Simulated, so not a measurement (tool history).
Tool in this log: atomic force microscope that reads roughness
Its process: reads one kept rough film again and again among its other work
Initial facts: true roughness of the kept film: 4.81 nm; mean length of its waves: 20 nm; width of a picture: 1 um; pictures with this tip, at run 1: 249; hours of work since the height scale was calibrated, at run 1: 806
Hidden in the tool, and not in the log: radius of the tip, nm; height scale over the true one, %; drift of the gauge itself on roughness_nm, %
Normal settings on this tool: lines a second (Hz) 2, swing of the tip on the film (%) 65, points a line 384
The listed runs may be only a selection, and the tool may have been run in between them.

run	hour	lines a second (Hz)	swing of the tip on the film (%)	points a line	pictures with this tip	hours of work since the height scale was calibrated	roughness of the kept film (nm (root mean square))
1	0	2	65	384	249	806	3.052
2	41	2	65	384	311	826	3.055
3	69.5	1.28	65	384	354	840	3.084
# hour 73.8: new tip fitted
4	93.3	2	65	384	30	852	3.054
5	121.5	2	65	384	73	866	3.055
6	156.6	2	65	384	126	884	3.083
7	189	2	65	384	175	900	3.055
8	215.7	2	65	384	215	913	3.059
9	261.6	2	65	384	284	936	3.062
10	305.9	2	60	384	351	958	3.088
# hour 313.1: new tip fitted
11	347.6	2	85	384	52	979	2.837
12	401.6	2	85	384	134	1005	2.802
13	455.9	2	65	424	216	1033	3.069
14	494.2	3.5	65	384	274	1052	2.95
15	521.1	3.5	65	384	315	1065	2.966
16	544.1	2	56	384	349	1077	3.09
# hour 551.9: new tip fitted
17	594.3	2	56	384	64	1101	3.132
18	638.2	2	56	384	131	1123	3.123
19	672.1	3.32	65	384	182	1140	2.97
20	720.4	3.32	65	384	255	1164	2.98
21	760.7	3.32	65	888	316	1184	3.017
# hour 789.4: new tip fitted
22	808.9	3.32	65	888	30	1208	3.036
23	862	2	72	384	110	1234	2.985
24	895.9	2	72	384	161	1251	2.99
25	921.5	1.23	89	384	200	1264	2.923
26	945.8	1.07	76	312	237	1276	3.028
27	974.7	2.76	86	384	281	1291	2.677
28	1014.2	0.92	58	330	340	1310	3.134
# hour 1026.3: new tip fitted
29	1051.2	1.1	75	630	37	1329	3.122
30	1101.1	1.1	75	630	113	1353	3.063
31	1144.6	0.74	78	940	178	1375	3.121
32	1168.2	2	86	384	214	1387	2.815
33	1221.4	2	57	384	295	1413	3.112
# hour 1263.8: new tip fitted
34	1263.8	2	65	342	0	1434	3.063
35	1297	2	65	342	50	1451	3.026
36	1330.5	2	65	342	101	1468	3.063
37	1356.5	1.28	65	384	140	1481	3.108
38	1412.2	1.28	65	384	224	1508	3.101
39	1441.7	0.76	62	384	269	1523	3.144
40	1482.1	1.36	70	688	330	1543	3.109
# hour 1501.3: new tip fitted
41	1505.6	1	61	328	6	1555	3.11
42	1557.7	1.96	74	321	85	1581	2.951
43	1612.6	2	67	375	168	1608	3.037
44	1661.2	0.72	87	327	242	1632	3.041
45	1700.6	0.72	87	327	301	1652	3.024
# hour 1738.6: new tip fitted
46	1742.4	2	69	384	6	1672	3.039
47	1796	3.78	81	384	87	1699	2.643

Each row is a separate what-if for the run after 47, all from the same tool condition, not one after another. Results?
A	1822.8	2	60	611	127	1713	?
B	1822.8	3.78	81	406	127	1713	?
C	1822.8	3.48	82	815	127	1713	?

run	roughness of the kept film (nm (root mean square))
A	3.131
B	2.645
C	2.705
With the hidden condition removed and each run's random variation left untouched, the same runs would have given:
run	roughness of the kept film (nm (root mean square))
A	3.138
B	2.651
C	2.711
